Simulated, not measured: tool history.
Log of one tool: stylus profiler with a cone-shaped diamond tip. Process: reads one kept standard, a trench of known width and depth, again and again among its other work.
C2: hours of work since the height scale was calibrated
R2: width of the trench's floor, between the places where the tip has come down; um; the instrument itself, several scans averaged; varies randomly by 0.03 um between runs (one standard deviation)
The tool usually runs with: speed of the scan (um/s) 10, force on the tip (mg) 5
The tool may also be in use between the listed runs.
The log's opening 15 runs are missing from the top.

{"hour": 1170.8, "done": "height scale calibrated on a step standard"}
{"run": 16, "hour": 1245.1, "speed of the scan (um/s)": 10, "force on the tip (mg)": 5, "scans with this tip": 22211, "C2": 39, "depth of the trench (nm)": 101, "R2": 98.27}
{"run": 17, "hour": 1308.5, "speed of the scan (um/s)": 10, "force on the tip (mg)": 5, "scans with this tip": 22455, "C2": 72, "depth of the trench (nm)": 100.98, "R2": 98.22}
{"run": 18, "hour": 1382.7, "speed of the scan (um/s)": 10, "force on the tip (mg)": 5, "scans with this tip": 22741, "C2": 110, "depth of the trench (nm)": 101, "R2": 98.29}
{"run": 19, "hour": 1482.7, "speed of the scan (um/s)": 10, "force on the tip (mg)": 5, "scans with this tip": 23127, "C2": 163, "depth of the trench (nm)": 100.99, "R2": 98.28}
{"hour": 1585.6, "done": "height scale calibrated on a step standard, once more"}
{"run": 20, "hour": 1588.1, "speed of the scan (um/s)": 10, "force on the tip (mg)": 5, "scans with this tip": 23531, "C2": 1, "depth of the trench (nm)": 101.42, "R2": 98.25}
{"run": 21, "hour": 1687.4, "speed of the scan (um/s)": 10, "force on the tip (mg)": 5, "scans with this tip": 23913, "C2": 53, "depth of the trench (nm)": 101.4, "R2": 98.21}
{"run": 22, "hour": 1775.3, "speed of the scan (um/s)": 10, "force on the tip (mg)": 5, "scans with this tip": 24252, "C2": 99, "depth of the trench (nm)": 101.4, "R2": 98.23}
{"run": 23, "hour": 1830.4, "speed of the scan (um/s)": 10, "force on the tip (mg)": 11.73, "scans with this tip": 24464, "C2": 128, "depth of the trench (nm)": 102.47, "R2": 98.24}
{"run": 24, "hour": 1886.6, "speed of the scan (um/s)": 2, "force on the tip (mg)": 2.75, "scans with this tip": 24681, "C2": 157, "depth of the trench (nm)": 100.96, "R2": 98.2}
{"run": 25, "hour": 1974.0, "speed of the scan (um/s)": 12, "force on the tip (mg)": 7.26, "scans with this tip": 25018, "C2": 202, "depth of the trench (nm)": 101.8, "R2": 98.23}
{"run": 26, "hour": 2077.5, "speed of the scan (um/s)": 3, "force on the tip (mg)": 4.17, "scans with this tip": 25416, "C2": 256, "depth of the trench (nm)": 101.25, "R2": 98.29}
{"run": 27, "hour": 2185.1, "speed of the scan (um/s)": 13, "force on the tip (mg)": 2.23, "scans with this tip": 25831, "C2": 312, "depth of the trench (nm)": 100.8, "R2": 98.23}
{"run": 28, "hour": 2258.0, "speed of the scan (um/s)": 4, "force on the tip (mg)": 5.64, "scans with this tip": 26112, "C2": 350, "depth of the trench (nm)": 101.5, "R2": 98.19}
{"run": 29, "hour": 2335.6, "speed of the scan (um/s)": 4, "force on the tip (mg)": 5.64, "scans with this tip": 26411, "C2": 391, "depth of the trench (nm)": 101.49, "R2": 98.23}
{"run": 30, "hour": 2434.8, "speed of the scan (um/s)": 10, "force on the tip (mg)": 4.73, "scans with this tip": 26793, "C2": 443, "depth of the trench (nm)": 101.28, "R2": 98.23}
{"run": 31, "hour": 2500.2, "speed of the scan (um/s)": 12, "force on the tip (mg)": 14.78, "scans with this tip": 27046, "C2": 477, "depth of the trench (nm)": 102.83, "R2": 98.2}
{"run": 32, "hour": 2581.9, "speed of the scan (um/s)": 3, "force on the tip (mg)": 2.03, "scans with this tip": 27360, "C2": 519, "depth of the trench (nm)": 100.74, "R2": 98.2}
{"run": 33, "hour": 2648.5, "speed of the scan (um/s)": 7, "force on the tip (mg)": 7.21, "scans with this tip": 27617, "C2": 554, "depth of the trench (nm)": 101.71, "R2": 98.2}
{"run": 34, "hour": 2727.8, "speed of the scan (um/s)": 2, "force on the tip (mg)": 3.52, "scans with this tip": 27922, "C2": 595, "depth of the trench (nm)": 101.03, "R2": 98.2}
{"run": 35, "hour": 2789.5, "speed of the scan (um/s)": 2, "force on the tip (mg)": 3.52, "scans with this tip": 28160, "C2": 628, "depth of the trench (nm)": 101.03, "R2": 98.19}
{"run": 36, "hour": 2854.6, "speed of the scan (um/s)": 10, "force on the tip (mg)": 13.35, "scans with this tip": 28411, "C2": 661, "depth of the trench (nm)": 102.59, "R2": 98.1}
{"run": 37, "hour": 2949.7, "speed of the scan (um/s)": 13, "force on the tip (mg)": 6.46, "scans with this tip": 28777, "C2": 711, "depth of the trench (nm)": 101.56, "R2": 98.21}

Expected results for the next run?
{"run": 38, "hour": 3045.5, "speed of the scan (um/s)": 4, "force on the tip (mg)": 7.13, "scans with this tip": 29147, "C2": 761, "depth of the trench (nm)": "?", "R2": "?"}

{"run 38": {"depth of the trench (nm)": 101.67, "R2": 98.18}}
On a tool with no hidden condition, and with the same random variation, this run would have come out at depth of the trench (nm) 101.77, R2 98.59 um.

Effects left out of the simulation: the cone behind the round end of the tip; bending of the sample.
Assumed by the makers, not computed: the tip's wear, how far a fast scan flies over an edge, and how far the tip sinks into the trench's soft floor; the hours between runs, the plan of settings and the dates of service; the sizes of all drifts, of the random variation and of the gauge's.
